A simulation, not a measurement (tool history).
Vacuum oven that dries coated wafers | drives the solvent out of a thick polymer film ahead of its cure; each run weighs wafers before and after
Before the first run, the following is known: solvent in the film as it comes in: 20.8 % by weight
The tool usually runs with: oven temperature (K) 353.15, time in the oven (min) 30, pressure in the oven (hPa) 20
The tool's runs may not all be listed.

run	hour	oven temperature (K)	time in the oven (min)	pressure in the oven (hPa)	solvent left in the film (%)
1	0	353.15	30	20	1.73
2	54.5	353.15	30	20	1.7
3	101.4	353.15	30	20	1.69
4	150.4	353.15	52	20	1.07
5	186.3	353.15	52	20	1.01
6	222.2	353.15	21	20	2.78
7	248.6	353.15	15	20	4.41
# hour 254.8: vacuum gauge cleaned of residue and calibrated
8	274.9	342.15	15	20	7.49
9	317.6	358.15	17	44	3.46
10	357.3	359.15	54	48.8	1.84
11	386.4	359.15	54	48.8	1.89
12	437.7	365.15	26	20	0.85
13	461.7	365.15	26	38.3	1.35
14	491.5	342.15	23	33.1	5.88

For run 15, what comes out?
15	529.2	361.15	23	46.4	?

solvent left in the film (%): 2.17
If the tool had no hidden condition, the same run with the same run-to-run variation would have returned solvent left in the film (%) 2.23.
